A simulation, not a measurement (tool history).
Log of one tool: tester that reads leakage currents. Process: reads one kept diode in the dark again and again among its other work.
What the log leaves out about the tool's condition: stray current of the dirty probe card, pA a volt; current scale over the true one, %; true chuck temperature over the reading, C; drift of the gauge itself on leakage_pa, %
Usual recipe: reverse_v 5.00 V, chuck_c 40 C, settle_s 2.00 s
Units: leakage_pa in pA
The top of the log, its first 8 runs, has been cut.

run,hour,reverse_v,chuck_c,settle_s,hours of work since the probe card was cleaned,hours of work since the tester was calibrated,hours of work since the chuck was calibrated,leakage_pa
9,411.3,5.00,40,2.00,102,1196,1941,229.62
10,453.6,1.34,40,2.00,123,1218,1963,103.82
11,522.7,1.34,40,2.00,159,1253,1998,104.43
12,583.0,1.34,40,2.00,189,1284,2029,104.57
13,625.8,1.34,40,2.00,211,1305,2050,103.69
14,657.9,1.34,40,2.00,227,1322,2067,103.80
15,726.4,1.34,40,2.00,262,1357,2102,103.85
16,779.6,5.00,40,2.00,289,1384,2129,228.31
17,848.0,5.00,40,2.00,324,1418,2164,227.11
18,903.6,5.00,40,2.00,353,1447,2192,228.31
19,940.4,5.00,40,2.00,371,1466,2211,227.32
20,978.2,5.00,40,2.00,391,1485,2230,228.41
21,1008.7,5.00,40,2.00,406,1500,2245,228.87
22,1058.0,2.38,40,2.49,431,1525,2271,145.75
23,1104.3,2.38,40,0.59,455,1549,2294,146.87
24,1157.1,14.04,40,5.21,482,1576,2321,425.68
25,1207.3,14.04,40,5.21,507,1601,2347,427.66
26,1237.9,5.00,33,8.83,523,1617,2362,137.31
27,1286.1,19.88,35,2.26,547,1642,2387,374.49
28,1335.0,1.20,38,0.65,572,1666,2412,83.59
29,1388.6,2.17,49,0.55,600,1694,2439,258.10
# hour 1439.6: chuck's temperature calibrated
30,1441.1,1.75,36,9.80,625,1719,1,102.60
31,1491.3,6.56,34,0.49,651,1745,26,202.26

What will run 32 give?
32,1531.4,6.56,35,0.49,671,1765,47,?

leakage_pa: 216.68 pA
Had the tool carried no hidden state, the very same run would have given leakage_pa 206.07 pA.
